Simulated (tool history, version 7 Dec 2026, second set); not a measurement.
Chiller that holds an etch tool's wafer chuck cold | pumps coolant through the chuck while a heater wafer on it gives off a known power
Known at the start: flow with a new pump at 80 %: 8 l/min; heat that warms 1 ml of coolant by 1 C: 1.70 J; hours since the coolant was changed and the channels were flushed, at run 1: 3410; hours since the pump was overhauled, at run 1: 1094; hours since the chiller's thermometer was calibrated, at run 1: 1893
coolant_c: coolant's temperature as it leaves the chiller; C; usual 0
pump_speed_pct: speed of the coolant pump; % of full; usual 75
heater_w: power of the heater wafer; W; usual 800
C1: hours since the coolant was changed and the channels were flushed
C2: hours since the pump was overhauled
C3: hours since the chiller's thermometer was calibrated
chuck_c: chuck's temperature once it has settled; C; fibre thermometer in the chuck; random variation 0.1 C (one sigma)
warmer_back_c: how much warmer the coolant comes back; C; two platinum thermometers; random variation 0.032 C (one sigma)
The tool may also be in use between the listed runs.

{"run": 1, "hour": 0.0, "coolant_c": 0, "pump_speed_pct": 75, "heater_w": 800, "C1": 3410, "C2": 1094, "C3": 1893, "chuck_c": 6.4, "warmer_back_c": 3.91}
{"run": 2, "hour": 185.2, "coolant_c": 0, "pump_speed_pct": 65, "heater_w": 800, "C1": 3595, "C2": 1279, "C3": 2079, "chuck_c": 7.4, "warmer_back_c": 4.54}
{"run": 3, "hour": 301.2, "coolant_c": 0, "pump_speed_pct": 65, "heater_w": 800, "C1": 3711, "C2": 1395, "C3": 2195, "chuck_c": 7.4, "warmer_back_c": 4.56}
{"run": 4, "hour": 381.4, "coolant_c": 0, "pump_speed_pct": 75, "heater_w": 800, "C1": 3791, "C2": 1475, "C3": 2275, "chuck_c": 6.5, "warmer_back_c": 3.88}
{"run": 5, "hour": 557.4, "coolant_c": 0, "pump_speed_pct": 75, "heater_w": 800, "C1": 3967, "C2": 1651, "C3": 2451, "chuck_c": 6.4, "warmer_back_c": 3.95}
{"run": 6, "hour": 643.7, "coolant_c": 0, "pump_speed_pct": 75, "heater_w": 1033, "C1": 4053, "C2": 1738, "C3": 2537, "chuck_c": 8.7, "warmer_back_c": 5.14}
{"run": 7, "hour": 835.6, "coolant_c": 0, "pump_speed_pct": 75, "heater_w": 1033, "C1": 4245, "C2": 1930, "C3": 2729, "chuck_c": 8.6, "warmer_back_c": 5.1}
{"hour": 904.0, "done": "coolant changed, channels flushed"}
{"run": 8, "hour": 1012.5, "coolant_c": 0, "pump_speed_pct": 75, "heater_w": 1033, "C1": 108, "C2": 2100, "C3": 2900, "chuck_c": 7.9, "warmer_back_c": 5.13}
{"run": 9, "hour": 1188.9, "coolant_c": 0, "pump_speed_pct": 75, "heater_w": 1033, "C1": 285, "C2": 2277, "C3": 3076, "chuck_c": 7.8, "warmer_back_c": 5.28}
{"run": 10, "hour": 1292.4, "coolant_c": 0, "pump_speed_pct": 75, "heater_w": 1033, "C1": 388, "C2": 2380, "C3": 3180, "chuck_c": 7.8, "warmer_back_c": 5.25}
{"run": 11, "hour": 1390.1, "coolant_c": -9, "pump_speed_pct": 75, "heater_w": 1033, "C1": 486, "C2": 2478, "C3": 3277, "chuck_c": -1.1, "warmer_back_c": 5.25}
{"run": 12, "hour": 1494.7, "coolant_c": -9, "pump_speed_pct": 75, "heater_w": 446, "C1": 591, "C2": 2583, "C3": 3382, "chuck_c": -6.3, "warmer_back_c": 2.26}
{"run": 13, "hour": 1660.5, "coolant_c": -9, "pump_speed_pct": 75, "heater_w": 446, "C1": 757, "C2": 2749, "C3": 3548, "chuck_c": -6.1, "warmer_back_c": 2.3}
{"run": 14, "hour": 1753.5, "coolant_c": 0, "pump_speed_pct": 65, "heater_w": 800, "C1": 849, "C2": 2841, "C3": 3641, "chuck_c": 6.4, "warmer_back_c": 4.78}
{"run": 15, "hour": 1912.9, "coolant_c": 2, "pump_speed_pct": 77, "heater_w": 582, "C1": 1009, "C2": 3001, "C3": 3800, "chuck_c": 5.7, "warmer_back_c": 2.91}
{"run": 16, "hour": 2089.7, "coolant_c": 2, "pump_speed_pct": 77, "heater_w": 582, "C1": 1186, "C2": 3178, "C3": 3977, "chuck_c": 6.1, "warmer_back_c": 2.94}
{"run": 17, "hour": 2228.1, "coolant_c": -9, "pump_speed_pct": 99, "heater_w": 582, "C1": 1324, "C2": 3316, "C3": 4115, "chuck_c": -5.9, "warmer_back_c": 2.3}
{"run": 18, "hour": 2390.2, "coolant_c": -6, "pump_speed_pct": 75, "heater_w": 800, "C1": 1486, "C2": 3478, "C3": 4278, "chuck_c": -0.2, "warmer_back_c": 4.19}
{"run": 19, "hour": 2578.2, "coolant_c": 3, "pump_speed_pct": 100, "heater_w": 990, "C1": 1674, "C2": 3666, "C3": 4465, "chuck_c": 9.3, "warmer_back_c": 3.91}
{"run": 20, "hour": 2709.9, "coolant_c": 2, "pump_speed_pct": 76, "heater_w": 811, "C1": 1806, "C2": 3798, "C3": 4597, "chuck_c": 7.9, "warmer_back_c": 4.19}
{"run": 21, "hour": 2828.6, "coolant_c": -3, "pump_speed_pct": 62, "heater_w": 463, "C1": 1925, "C2": 3917, "C3": 4716, "chuck_c": 0.5, "warmer_back_c": 2.99}
{"run": 22, "hour": 2971.9, "coolant_c": -3, "pump_speed_pct": 62, "heater_w": 463, "C1": 2068, "C2": 4060, "C3": 4859, "chuck_c": 0.6, "warmer_back_c": 2.99}
{"run": 23, "hour": 3069.9, "coolant_c": -8, "pump_speed_pct": 100, "heater_w": 463, "C1": 2166, "C2": 4158, "C3": 4957, "chuck_c": -5.7, "warmer_back_c": 1.85}
{"run": 24, "hour": 3198.0, "coolant_c": -8, "pump_speed_pct": 100, "heater_w": 463, "C1": 2294, "C2": 4286, "C3": 5085, "chuck_c": -5.8, "warmer_back_c": 1.88}
{"run": 25, "hour": 3376.3, "coolant_c": -8, "pump_speed_pct": 100, "heater_w": 463, "C1": 2472, "C2": 4464, "C3": 5264, "chuck_c": -5.8, "warmer_back_c": 1.89}
{"run": 26, "hour": 3538.2, "coolant_c": 7, "pump_speed_pct": 86, "heater_w": 713, "C1": 2634, "C2": 4626, "C3": 5426, "chuck_c": 11.8, "warmer_back_c": 3.36}
{"run": 27, "hour": 3682.4, "coolant_c": 4, "pump_speed_pct": 87, "heater_w": 1172, "C1": 2778, "C2": 4770, "C3": 5570, "chuck_c": 12.5, "warmer_back_c": 5.44}

Forecast each of these 5 alternatives for the next run:
{"run": "A", "hour": 3761.6, "coolant_c": 8, "pump_speed_pct": 75, "heater_w": 800, "C1": 2858, "C2": 4850, "C3": 5649, "chuck_c": "?", "warmer_back_c": "?"}
{"run": "B", "hour": 3761.6, "coolant_c": 4, "pump_speed_pct": 99, "heater_w": 1172, "C1": 2858, "C2": 4850, "C3": 5649, "chuck_c": "?", "warmer_back_c": "?"}
{"run": "C", "hour": 3761.6, "coolant_c": -5, "pump_speed_pct": 70, "heater_w": 1172, "C1": 2858, "C2": 4850, "C3": 5649, "chuck_c": "?", "warmer_back_c": "?"}
{"run": "D", "hour": 3761.6, "coolant_c": 8, "pump_speed_pct": 93, "heater_w": 838, "C1": 2858, "C2": 4850, "C3": 5649, "chuck_c": "?", "warmer_back_c": "?"}
{"run": "E", "hour": 3761.6, "coolant_c": -6, "pump_speed_pct": 75, "heater_w": 471, "C1": 2858, "C2": 4850, "C3": 5649, "chuck_c": "?", "warmer_back_c": "?"}

run=A chuck_c=14.1 warmer_back_c=4.39
run=B chuck_c=11.6 warmer_back_c=4.76
run=C chuck_c=4.9 warmer_back_c=6.89
run=D chuck_c=13.3 warmer_back_c=3.62
run=E chuck_c=-3.2 warmer_back_c=2.60
Without the tool's hidden state the same runs would have given:
run=A chuck_c=14.4 warmer_back_c=3.76
run=B chuck_c=11.6 warmer_back_c=4.07
run=C chuck_c=4.6 warmer_back_c=5.90
run=D chuck_c=13.7 warmer_back_c=3.10
run=E chuck_c=-2.4 warmer_back_c=2.23
